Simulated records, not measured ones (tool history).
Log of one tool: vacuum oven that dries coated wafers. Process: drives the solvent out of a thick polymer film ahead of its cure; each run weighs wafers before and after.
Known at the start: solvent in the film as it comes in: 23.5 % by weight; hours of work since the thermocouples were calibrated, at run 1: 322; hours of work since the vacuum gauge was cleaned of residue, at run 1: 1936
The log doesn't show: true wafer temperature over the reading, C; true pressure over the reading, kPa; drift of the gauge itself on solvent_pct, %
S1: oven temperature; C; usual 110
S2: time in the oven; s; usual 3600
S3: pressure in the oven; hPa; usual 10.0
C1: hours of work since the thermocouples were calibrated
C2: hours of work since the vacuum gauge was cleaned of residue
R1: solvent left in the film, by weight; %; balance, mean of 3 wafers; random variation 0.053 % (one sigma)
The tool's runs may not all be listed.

run 1 hour=0.0 | S1=110 S2=3600 S3=10.0 | C1=322 C2=1936 | R1=1.95
run 2 hour=67.7 | S1=110 S2=3600 S3=10.0 | C1=369 C2=1983 | R1=1.95
-- hour=72.6 vacuum gauge cleaned of residue and calibrated
run 3 hour=119.6 | S1=110 S2=3600 S3=10.0 | C1=404 C2=33 | R1=1.73
run 4 hour=189.9 | S1=110 S2=3600 S3=10.0 | C1=453 C2=82 | R1=1.77
run 5 hour=255.6 | S1=110 S2=3600 S3=10.0 | C1=499 C2=128 | R1=1.86
run 6 hour=318.2 | S1=110 S2=2400 S3=10.0 | C1=542 C2=171 | R1=3.64
run 7 hour=354.6 | S1=102 S2=2400 S3=10.0 | C1=568 C2=197 | R1=7.17
run 8 hour=405.0 | S1=110 S2=3600 S3=10.0 | C1=603 C2=232 | R1=1.67
run 9 hour=437.0 | S1=110 S2=3600 S3=20.2 | C1=625 C2=254 | R1=2.02
run 10 hour=486.1 | S1=110 S2=3600 S3=20.2 | C1=659 C2=288 | R1=2.04
run 11 hour=537.9 | S1=110 S2=3600 S3=20.2 | C1=695 C2=324 | R1=1.91
run 12 hour=572.6 | S1=110 S2=3600 S3=20.2 | C1=720 C2=348 | R1=2.03
run 13 hour=609.4 | S1=110 S2=3600 S3=20.2 | C1=745 C2=374 | R1=1.97
run 14 hour=653.4 | S1=110 S2=3600 S3=10.0 | C1=776 C2=405 | R1=1.69
run 15 hour=725.1 | S1=106 S2=1860 S3=10.0 | C1=826 C2=455 | R1=6.86
run 16 hour=775.2 | S1=106 S2=1860 S3=10.0 | C1=861 C2=490 | R1=6.90
run 17 hour=848.6 | S1=108 S2=1860 S3=36.9 | C1=912 C2=541 | R1=6.62
run 18 hour=898.3 | S1=105 S2=4260 S3=22.8 | C1=947 C2=575 | R1=2.62
run 19 hour=940.1 | S1=105 S2=4260 S3=22.8 | C1=976 C2=605 | R1=2.62
run 20 hour=991.7 | S1=110 S2=3600 S3=24.6 | C1=1012 C2=641 | R1=2.13
run 21 hour=1033.7 | S1=108 S2=2040 S3=38.7 | C1=1041 C2=670 | R1=5.99
run 22 hour=1095.1 | S1=107 S2=1920 S3=9.6 | C1=1084 C2=713 | R1=6.15
run 23 hour=1168.7 | S1=108 S2=1920 S3=9.6 | C1=1135 C2=764 | R1=5.60
run 24 hour=1207.8 | S1=106 S2=3600 S3=10.0 | C1=1162 C2=791 | R1=2.68
run 25 hour=1265.6 | S1=106 S2=3600 S3=10.0 | C1=1203 C2=832 | R1=2.72
run 26 hour=1299.4 | S1=97 S2=2700 S3=21.8 | C1=1226 C2=855 | R1=8.30
run 27 hour=1358.3 | S1=102 S2=2700 S3=31.0 | C1=1267 C2=896 | R1=6.58
run 28 hour=1427.6 | S1=120 S2=2700 S3=6.6 | C1=1316 C2=944 | R1=0.76

Forecast each of these 5 alternatives for the next run:
run A hour=1471.1 | S1=96 S2=4320 S3=10.0 | C1=1346 C2=975 | R1=?
run B hour=1471.1 | S1=119 S2=3600 S3=9.2 | C1=1346 C2=975 | R1=?
run C hour=1471.1 | S1=120 S2=2700 S3=15.3 | C1=1346 C2=975 | R1=?
run D hour=1471.1 | S1=103 S2=2520 S3=18.4 | C1=1346 C2=975 | R1=?
run E hour=1471.1 | S1=120 S2=5100 S3=13.9 | C1=1346 C2=975 | R1=?

run=A R1=5.42
run=B R1=0.37
run=C R1=0.87
run=D R1=6.37
run=E R1=0.41
Without the tool's hidden state the same runs would have given:
run=A R1=5.75
run=B R1=0.37
run=C R1=0.93
run=D R1=6.72
run=E R1=0.36
